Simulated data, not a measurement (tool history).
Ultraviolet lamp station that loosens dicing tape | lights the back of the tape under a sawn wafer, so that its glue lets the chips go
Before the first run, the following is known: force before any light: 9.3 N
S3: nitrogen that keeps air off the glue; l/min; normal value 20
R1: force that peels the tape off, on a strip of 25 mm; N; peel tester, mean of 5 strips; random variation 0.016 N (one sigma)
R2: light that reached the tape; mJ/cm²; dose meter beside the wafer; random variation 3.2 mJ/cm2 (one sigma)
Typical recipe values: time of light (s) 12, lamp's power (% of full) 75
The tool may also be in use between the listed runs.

{"run": 1, "day": 0.0, "time of light (s)": 12, "lamp's power (% of full)": 75, "S3": 20, "R1": 1.136, "R2": 415}
{"run": 2, "day": 0.838, "time of light (s)": 12, "lamp's power (% of full)": 75, "S3": 20, "R1": 1.122, "R2": 418}
{"run": 3, "day": 1.629, "time of light (s)": 12, "lamp's power (% of full)": 75, "S3": 20, "R1": 1.139, "R2": 411}
{"run": 4, "day": 2.721, "time of light (s)": 14, "lamp's power (% of full)": 75, "S3": 20, "R1": 0.885, "R2": 473}
{"run": 5, "day": 3.938, "time of light (s)": 12, "lamp's power (% of full)": 91, "S3": 20, "R1": 0.788, "R2": 495}
{"run": 6, "day": 4.875, "time of light (s)": 12, "lamp's power (% of full)": 91, "S3": 20, "R1": 0.815, "R2": 494}
{"run": 7, "day": 5.742, "time of light (s)": 12, "lamp's power (% of full)": 91, "S3": 20, "R1": 0.801, "R2": 488}
{"run": 8, "day": 6.354, "time of light (s)": 12, "lamp's power (% of full)": 91, "S3": 20, "R1": 0.802, "R2": 483}
{"run": 9, "day": 7.538, "time of light (s)": 12, "lamp's power (% of full)": 75, "S3": 20, "R1": 1.209, "R2": 394}
{"day": 8.112, "done": "window cleaned of glue's vapour"}
{"run": 10, "day": 8.367, "time of light (s)": 12, "lamp's power (% of full)": 75, "S3": 20, "R1": 1.085, "R2": 427}
{"run": 11, "day": 9.121, "time of light (s)": 12, "lamp's power (% of full)": 75, "S3": 20, "R1": 1.047, "R2": 423}
{"run": 12, "day": 9.821, "time of light (s)": 12, "lamp's power (% of full)": 75, "S3": 20, "R1": 1.063, "R2": 426}
{"run": 13, "day": 10.612, "time of light (s)": 12, "lamp's power (% of full)": 75, "S3": 38, "R1": 0.671, "R2": 416}
{"run": 14, "day": 11.721, "time of light (s)": 12, "lamp's power (% of full)": 75, "S3": 38, "R1": 0.662, "R2": 417}
{"run": 15, "day": 12.862, "time of light (s)": 12, "lamp's power (% of full)": 75, "S3": 38, "R1": 0.674, "R2": 416}
{"run": 16, "day": 13.512, "time of light (s)": 12, "lamp's power (% of full)": 75, "S3": 38, "R1": 0.685, "R2": 414}
{"run": 17, "day": 14.7, "time of light (s)": 12, "lamp's power (% of full)": 75, "S3": 38, "R1": 0.698, "R2": 408}
{"run": 18, "day": 15.758, "time of light (s)": 12, "lamp's power (% of full)": 75, "S3": 38, "R1": 0.712, "R2": 410}
{"run": 19, "day": 16.412, "time of light (s)": 12, "lamp's power (% of full)": 75, "S3": 20, "R1": 1.102, "R2": 406}
{"run": 20, "day": 17.633, "time of light (s)": 12, "lamp's power (% of full)": 86, "S3": 20, "R1": 0.902, "R2": 461}
{"run": 21, "day": 18.862, "time of light (s)": 12, "lamp's power (% of full)": 75, "S3": 7, "R1": 2.451, "R2": 399}
{"run": 22, "day": 19.546, "time of light (s)": 12, "lamp's power (% of full)": 75, "S3": 30, "R1": 0.858, "R2": 399}
{"run": 23, "day": 20.725, "time of light (s)": 17, "lamp's power (% of full)": 84, "S3": 39, "R1": 0.296, "R2": 630}
{"run": 24, "day": 21.508, "time of light (s)": 6, "lamp's power (% of full)": 96, "S3": 36, "R1": 1.774, "R2": 255}
{"run": 25, "day": 22.212, "time of light (s)": 12, "lamp's power (% of full)": 96, "S3": 17, "R1": 0.867, "R2": 507}
{"run": 26, "day": 23.425, "time of light (s)": 10, "lamp's power (% of full)": 73, "S3": 8, "R1": 3.054, "R2": 319}
{"run": 27, "day": 24.096, "time of light (s)": 10, "lamp's power (% of full)": 73, "S3": 8, "R1": 3.035, "R2": 314}
{"run": 28, "day": 25.042, "time of light (s)": 10, "lamp's power (% of full)": 62, "S3": 38, "R1": 1.532, "R2": 267}

The next listed run, before its measurement:
{"run": 29, "day": 26.167, "time of light (s)": 24, "lamp's power (% of full)": 75, "S3": 26, "R1": "?", "R2": "?"}

R1: 0.276 N
R2: 773 mJ/cm²
The same run, on a tool lacking any hidden state, would have yielded R1 0.218 N, R2 993 mJ/cm².

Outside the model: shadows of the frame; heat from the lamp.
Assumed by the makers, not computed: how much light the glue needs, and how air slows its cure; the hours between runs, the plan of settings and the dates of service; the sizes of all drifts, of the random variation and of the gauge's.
